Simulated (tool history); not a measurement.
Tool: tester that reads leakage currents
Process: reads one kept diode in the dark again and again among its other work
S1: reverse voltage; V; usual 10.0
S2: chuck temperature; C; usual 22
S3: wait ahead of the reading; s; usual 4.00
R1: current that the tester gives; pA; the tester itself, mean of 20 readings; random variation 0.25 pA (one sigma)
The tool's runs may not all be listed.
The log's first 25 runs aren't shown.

run,hour,S1,S2,S3,R1
26,1741.8,15.3,27,2.64,162.78
27,1797.3,17.5,37,0.77,322.63
28,1874.7,17.5,22,1.52,135.58
29,1915.4,1.0,41,4.00,112.61
30,1982.9,19.4,42,4.00,449.55
31,2030.6,1.5,31,4.00,67.51
32,2071.1,1.5,31,4.00,67.18
# hour 2109.2: probe card cleaned and baked
33,2113.9,1.5,31,4.00,63.16
# hour 2191.7: chuck's temperature calibrated
34,2201.3,1.9,50,6.34,283.82
35,2277.8,1.9,34,6.34,97.76
36,2320.7,1.9,34,6.34,96.52
37,2371.7,1.9,34,6.34,95.52
38,2438.3,1.9,34,6.34,95.64
39,2483.9,19.1,45,3.49,525.98

3 ways to go on from here, each from the tool as it stands after run 39. What would each give?
A,2543.1,15.4,41,1.33,?
B,2543.1,4.3,45,3.49,?
C,2543.1,10.0,21,4.00,?

run,R1
A,372.33
B,279.87
C,78.51
Without the tool's hidden state the same runs would have given:
run,R1
A,382.74
B,292.02
C,76.92
